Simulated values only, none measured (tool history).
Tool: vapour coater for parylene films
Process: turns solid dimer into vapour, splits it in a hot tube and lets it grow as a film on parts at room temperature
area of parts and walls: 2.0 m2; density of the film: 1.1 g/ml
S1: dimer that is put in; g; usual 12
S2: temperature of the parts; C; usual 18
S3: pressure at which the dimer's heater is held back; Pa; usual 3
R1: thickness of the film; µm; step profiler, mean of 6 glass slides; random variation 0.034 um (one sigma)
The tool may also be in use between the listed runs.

{"run": 1, "hour": 0.0, "S1": 12, "S2": 18, "S3": 3, "R1": 3.98}
{"run": 2, "hour": 32.8, "S1": 12, "S2": 18, "S3": 3, "R1": 3.93}
{"run": 3, "hour": 70.2, "S1": 12, "S2": 26, "S3": 3, "R1": 2.76}
{"hour": 91.6, "done": "trap's valve overhauled"}
{"run": 4, "hour": 91.6, "S1": 12, "S2": 26, "S3": 3, "R1": 3.13}
{"run": 5, "hour": 118.8, "S1": 12, "S2": 18, "S3": 7.72, "R1": 4.08}
{"run": 6, "hour": 144.4, "S1": 12, "S2": 18, "S3": 7.72, "R1": 4.02}
{"run": 7, "hour": 168.7, "S1": 12, "S2": 18, "S3": 7.72, "R1": 4.02}
{"run": 8, "hour": 203.7, "S1": 12, "S2": 18, "S3": 7.72, "R1": 4}
{"run": 9, "hour": 233.2, "S1": 12, "S2": 18, "S3": 7.72, "R1": 4}
{"run": 10, "hour": 255.0, "S1": 12, "S2": 11, "S3": 5.54, "R1": 5.07}
{"run": 11, "hour": 277.3, "S1": 8, "S2": 24, "S3": 3, "R1": 2.16}
{"run": 12, "hour": 303.4, "S1": 8, "S2": 24, "S3": 3, "R1": 2.17}
{"run": 13, "hour": 324.4, "S1": 16, "S2": 17, "S3": 3, "R1": 5.78}

5 ways to go on from here, each from the tool as it stands after run 13. What would each give?
{"run": "A", "hour": 357.9, "S1": 9, "S2": 18, "S3": 2.97, "R1": "?"}
{"run": "B", "hour": 357.9, "S1": 16, "S2": 11, "S3": 3, "R1": "?"}
{"run": "C", "hour": 357.9, "S1": 8, "S2": 28, "S3": 6.38, "R1": "?"}
{"run": "D", "hour": 357.9, "S1": 16, "S2": 19, "S3": 3, "R1": "?"}
{"run": "E", "hour": 357.9, "S1": 19, "S2": 28, "S3": 6.22, "R1": "?"}

run=A R1=3.06
run=B R1=6.61
run=C R1=1.65
run=D R1=5.24
run=E R1=3.99
Without the tool's hidden state the same runs would have given:
run=A R1=3.24
run=B R1=7.14
run=C R1=1.74
run=D R1=5.54
run=E R1=4.22
